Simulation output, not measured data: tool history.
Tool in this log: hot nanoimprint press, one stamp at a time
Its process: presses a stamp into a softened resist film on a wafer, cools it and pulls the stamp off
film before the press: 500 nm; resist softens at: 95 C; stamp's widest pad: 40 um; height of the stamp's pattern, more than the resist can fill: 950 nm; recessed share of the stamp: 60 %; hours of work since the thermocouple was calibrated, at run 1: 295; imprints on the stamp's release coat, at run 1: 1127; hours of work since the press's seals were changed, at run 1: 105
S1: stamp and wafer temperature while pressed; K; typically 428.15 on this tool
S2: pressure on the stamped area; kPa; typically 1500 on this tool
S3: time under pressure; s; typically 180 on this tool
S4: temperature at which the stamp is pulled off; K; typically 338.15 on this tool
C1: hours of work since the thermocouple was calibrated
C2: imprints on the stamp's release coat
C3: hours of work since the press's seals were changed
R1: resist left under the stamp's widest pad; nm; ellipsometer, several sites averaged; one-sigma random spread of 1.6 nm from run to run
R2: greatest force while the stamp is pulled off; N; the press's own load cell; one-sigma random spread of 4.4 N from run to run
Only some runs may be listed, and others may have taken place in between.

run,day,S1,S2,S3,S4,C1,C2,C3,R1,R2
1,0,428.15,1500,180,338.15,295,1127,105,264.7,268
2,1.229,428.15,1500,180,324.15,318,1278,128,267.7,364
3,3.492,428.15,1500,180,324.15,360,1557,170,268.8,384
# day 3.883: stamp cleaned and given a new release coat
4,5.988,428.15,1500,180,324.15,401,259,212,269.7,301
5,8.425,428.15,1500,180,324.15,447,559,257,270.8,317
6,9.5,428.15,1500,180,324.15,467,691,277,273.8,331
7,10.729,428.15,1500,180,324.15,489,842,300,271.7,335
8,12.125,428.15,1520,180,338.15,515,1014,326,271.8,262
9,13.867,428.15,1500,180,338.15,548,1228,358,272.6,272
10,15.388,428.15,1500,246,338.15,576,1415,386,247.5,292
# day 16.546: plate thermocouple calibrated
# day 17: stamp cleaned and given a new release coat
11,17,428.15,1500,180,325.15,4,0,409,282.6,290
12,19.258,428.15,1500,180,325.15,46,277,451,282.3,295
13,20.862,428.15,1500,180,325.15,76,475,481,283.5,318
# day 21.771: plate thermocouple calibrated, once more
14,22.942,428.15,1120,180,338.15,22,715,517,293.5,247
15,25.054,428.15,1500,168,338.15,61,975,557,269.8,254
16,27.392,421.15,1960,180,334.15,104,1262,600,325.5,279
17,29.229,436.15,1050,138,336.15,138,1489,634,236,300
# day 30.104: stamp cleaned and given a new release coat
18,31.454,436.15,1050,138,336.15,175,166,671,237.7,234
19,33.421,432.15,1050,133,336.15,212,408,707,289.1,242
20,34.983,436.15,990,133,336.15,241,600,736,249.3,255
21,36.05,428.15,940,180,342.15,260,731,756,315.5,222
22,37.754,428.15,1350,105,342.15,292,941,788,331,231
# day 39.308: press's hydraulic seals changed and the load cell set to zero
23,39.921,428.15,1500,238,338.15,326,1167,11,241.2,276
24,41.179,428.15,1500,277,338.15,350,1322,35,229,283

Expected results for the next run?
25,43.058,439.15,1500,273,328.15,384,1553,70,?,?

Run 25 yielded R1 133 nm, R2 357 N.
If the tool had no hidden condition, the same run with the same run-to-run variation would have returned R1 127.4 nm, R2 264 N.
